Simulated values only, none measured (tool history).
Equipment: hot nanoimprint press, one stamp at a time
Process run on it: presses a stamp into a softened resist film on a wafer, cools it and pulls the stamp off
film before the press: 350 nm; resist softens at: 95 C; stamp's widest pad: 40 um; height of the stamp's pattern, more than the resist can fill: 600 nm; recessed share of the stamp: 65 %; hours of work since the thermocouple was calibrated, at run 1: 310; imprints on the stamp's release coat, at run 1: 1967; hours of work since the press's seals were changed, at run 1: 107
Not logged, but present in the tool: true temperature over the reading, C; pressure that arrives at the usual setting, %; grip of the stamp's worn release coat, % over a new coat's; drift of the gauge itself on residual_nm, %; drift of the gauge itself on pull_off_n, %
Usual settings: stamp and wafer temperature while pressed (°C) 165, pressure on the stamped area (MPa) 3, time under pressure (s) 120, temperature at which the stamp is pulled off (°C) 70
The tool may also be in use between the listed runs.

| run | day | stamp and wafer temperature while pressed (°C) | pressure on the stamped area (MPa) | time under pressure (s) | temperature at which the stamp is pulled off (°C) | hours of work since the thermocouple was calibrated | imprints on the stamp's release coat | hours of work since the press's seals were changed | resist left under the stamp's widest pad (nm) | greatest force while the stamp is pulled off (N) |
|---|---|---|---|---|---|---|---|---|---|---|
| 1 | 0 | 165 | 3 | 120 | 70 | 310 | 1967 | 107 | 208.4 | 282 |
| 2 | 0.417 | 165 | 3 | 120 | 75 | 314 | 1993 | 112 | 211.7 | 252 |
| 3 | 0.675 | 165 | 3 | 120 | 75 | 317 | 2009 | 115 | 210 | 249 |
|  | 1.25 | stamp cleaned and given a new release coat |
| 4 | 1.425 | 165 | 3 | 120 | 70 | 323 | 11 | 120 | 209.9 | 156 |
| 5 | 1.671 | 165 | 3 | 67 | 70 | 326 | 27 | 123 | 244.2 | 154 |
| 6 | 1.967 | 165 | 3 | 67 | 70 | 330 | 45 | 127 | 242.2 | 158 |
| 7 | 2.517 | 165 | 3 | 67 | 70 | 336 | 79 | 133 | 244.5 | 163 |
| 8 | 3.058 | 169 | 4.28 | 120 | 70 | 342 | 113 | 139 | 158.4 | 165 |
| 9 | 3.571 | 165 | 3 | 93 | 70 | 348 | 145 | 145 | 226.8 | 167 |
| 10 | 3.804 | 165 | 3 | 196 | 70 | 351 | 160 | 148 | 180.4 | 168 |
| 11 | 4.162 | 165 | 3 | 196 | 70 | 355 | 182 | 152 | 180.1 | 162 |
| 12 | 4.512 | 157 | 3 | 120 | 56 | 359 | 204 | 156 | 251.8 | 217 |
| 13 | 4.938 | 165 | 2.71 | 120 | 70 | 364 | 231 | 161 | 219.7 | 169 |

Below, some changes in resist left under the stamp's widest pad (nm) between adjacent runs. For each, the amount present without the hidden state too (settings, incoming material, random variation) and the amount remaining for the hidden state with gauge scatter not shared by both compared results:
Run 7 -> 8: stamp and wafer temperature while pressed (°C) 165 -> 169, pressure on the stamped area (MPa) 3 -> 4.28, time under pressure (s) 67 -> 120. resist left under the stamp's widest pad (nm) -86.1: hidden state -0.9, all else -85.2.
Run 8 -> 9: stamp and wafer temperature while pressed (°C) 169 -> 165, pressure on the stamped area (MPa) 4.28 -> 3, time under pressure (s) 120 -> 93. resist left under the stamp's widest pad (nm) +68.4: hidden state +1.5, all else +66.9.

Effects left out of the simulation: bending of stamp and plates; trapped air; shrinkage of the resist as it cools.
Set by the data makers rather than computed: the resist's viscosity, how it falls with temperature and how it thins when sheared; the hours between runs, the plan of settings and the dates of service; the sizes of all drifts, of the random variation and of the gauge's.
